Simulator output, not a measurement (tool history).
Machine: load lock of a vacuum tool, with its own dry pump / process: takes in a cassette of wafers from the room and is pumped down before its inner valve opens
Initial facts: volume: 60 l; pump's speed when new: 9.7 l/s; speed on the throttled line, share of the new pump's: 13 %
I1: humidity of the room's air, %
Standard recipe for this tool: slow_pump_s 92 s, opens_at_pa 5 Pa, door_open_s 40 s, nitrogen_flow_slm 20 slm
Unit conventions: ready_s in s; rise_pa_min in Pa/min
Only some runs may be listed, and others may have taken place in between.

Run 1, hour 0.0: usual settings; I1 41.8. Result: ready_s 147.3 s, rise_pa_min 0.301 Pa/min.
Run 2, hour 184.8: usual settings; I1 43.6. Result: ready_s 145.9 s, rise_pa_min 0.313 Pa/min.
Run 3, hour 385.6: usual settings; I1 45.3. Result: ready_s 146.4 s, rise_pa_min 0.323 Pa/min.
Run 4, hour 634.4: usual settings; I1 47.4. Result: ready_s 146.9 s, rise_pa_min 0.325 Pa/min.
Run 5, hour 819.5: usual settings; I1 44.4. Result: ready_s 147.0 s, rise_pa_min 0.337 Pa/min.
Run 6, hour 1073.1: usual settings; I1 45.9. Result: ready_s 146.7 s, rise_pa_min 0.348 Pa/min.
Run 7, hour 1279.3: usual settings; I1 45.0. Result: ready_s 146.5 s, rise_pa_min 0.352 Pa/min.
Run 8, hour 1488.9: usual settings; I1 43.6. Result: ready_s 146.6 s, rise_pa_min 0.367 Pa/min.
Run 9, hour 1755.5: usual settings; I1 44.4. Result: ready_s 147.4 s, rise_pa_min 0.369 Pa/min.
Run 10, hour 1942.6: usual settings; I1 46.4. Result: ready_s 146.8 s, rise_pa_min 0.387 Pa/min.
Run 11, hour 2142.2: usual settings; I1 41.8. Result: ready_s 148.1 s, rise_pa_min 0.389 Pa/min.
Run 12, hour 2424.0: usual settings; I1 45.8. Result: ready_s 147.4 s, rise_pa_min 0.405 Pa/min.
Run 13, hour 2616.4: usual settings; I1 42.3. Result: ready_s 147.1 s, rise_pa_min 0.410 Pa/min.
Run 14, hour 2881.5: usual settings but door_open_s 97 s; I1 43.5. Result: ready_s 146.9 s, rise_pa_min 0.437 Pa/min.
At hour 3011.8: door's seal changed, seat wiped.
At hour 3093.7: dry pump taken out, an overhauled one fitted.
Run 15, hour 3114.8: usual settings but slow_pump_s 95 s, door_open_s 97 s; I1 42.7. Result: ready_s 144.3 s, rise_pa_min 0.025 Pa/min.
Run 16, hour 3249.0: usual settings but slow_pump_s 85 s, door_open_s 159 s; I1 46.3. Result: ready_s 136.1 s, rise_pa_min 0.037 Pa/min.
Run 17, hour 3388.3: usual settings but slow_pump_s 85 s, door_open_s 159 s; I1 44.0. Result: ready_s 135.9 s, rise_pa_min 0.039 Pa/min.
Run 18, hour 3544.4: usual settings but slow_pump_s 85 s, door_open_s 159 s; I1 43.6. Result: ready_s 135.7 s, rise_pa_min 0.042 Pa/min.
Run 19, hour 3862.2: usual settings but door_open_s 108 s; I1 45.3. Result: ready_s 141.7 s, rise_pa_min 0.039 Pa/min.
Run 20, hour 4017.9: usual settings but opens_at_pa 4 Pa, door_open_s 230 s; I1 48.2. Result: ready_s 143.9 s, rise_pa_min 0.055 Pa/min.
Run 21, hour 4151.6: usual settings but door_open_s 111 s, nitrogen_flow_slm 8 slm; I1 45.0. Result: ready_s 141.8 s, rise_pa_min 0.046 Pa/min.
Run 22, hour 4383.5: usual settings but door_open_s 111 s, nitrogen_flow_slm 8 slm; I1 45.4. Result: ready_s 142.2 s, rise_pa_min 0.049 Pa/min.
Run 23, hour 4688.3: usual settings but nitrogen_flow_slm 8 slm; I1 45.6. Result: ready_s 142.7 s, rise_pa_min 0.038 Pa/min.
Run 24, hour 4991.5: usual settings but nitrogen_flow_slm 8 slm; I1 47.2. Result: ready_s 142.4 s, rise_pa_min 0.045 Pa/min.
Run 25, hour 5134.5: usual settings but door_open_s 69 s, nitrogen_flow_slm 8 slm; I1 39.9. Result: ready_s 142.1 s, rise_pa_min 0.052 Pa/min.
Run 26, hour 5371.7: usual settings but slow_pump_s 88 s, door_open_s 68 s, nitrogen_flow_slm 24 slm; I1 45.3. Result: ready_s 138.4 s, rise_pa_min 0.050 Pa/min.
Run 27, hour 5534.8: usual settings but opens_at_pa 4 Pa, door_open_s 27 s; I1 44.1. Result: ready_s 144.7 s, rise_pa_min 0.043 Pa/min.
Run 28, hour 5749.3: usual settings but opens_at_pa 4 Pa, door_open_s 27 s, nitrogen_flow_slm 8 slm; I1 46.7. Result: ready_s 143.7 s, rise_pa_min 0.045 Pa/min.

Consider 4 possible next runs. They are alternatives, not a sequence: every one starts from the tool as it was left by run 28. What does each give?
Run A, hour 6048.9: usual settings but slow_pump_s 51 s, opens_at_pa 4 Pa, door_open_s 183 s, nitrogen_flow_slm 8 slm; I1 48.3. Result: ready_s ?, rise_pa_min ?.
Run B, hour 6048.9: usual settings but slow_pump_s 71 s, opens_at_pa 4 Pa, door_open_s 27 s, nitrogen_flow_slm 8 slm; I1 44.4. Result: ready_s ?, rise_pa_min ?.
Run C, hour 6048.9: usual settings but opens_at_pa 4 Pa, door_open_s 27 s, nitrogen_flow_slm 7 slm; I1 46.3. Result: ready_s ?, rise_pa_min ?.
Run D, hour 6048.9: usual settings but slow_pump_s 137 s, opens_at_pa 10 Pa, door_open_s 42 s; I1 46.1. Result: ready_s ?, rise_pa_min ?.

run  ready_s  rise_pa_min
  A    109.1        0.078
  B    126.2        0.054
  C    143.3        0.046
  D    176.1        0.053
With the hidden condition removed and each run's random variation left untouched, the same runs would have given:
run  ready_s  rise_pa_min
  A    108.1        0.043
  B    125.2        0.020
  C    142.4        0.011
  D    175.5        0.019
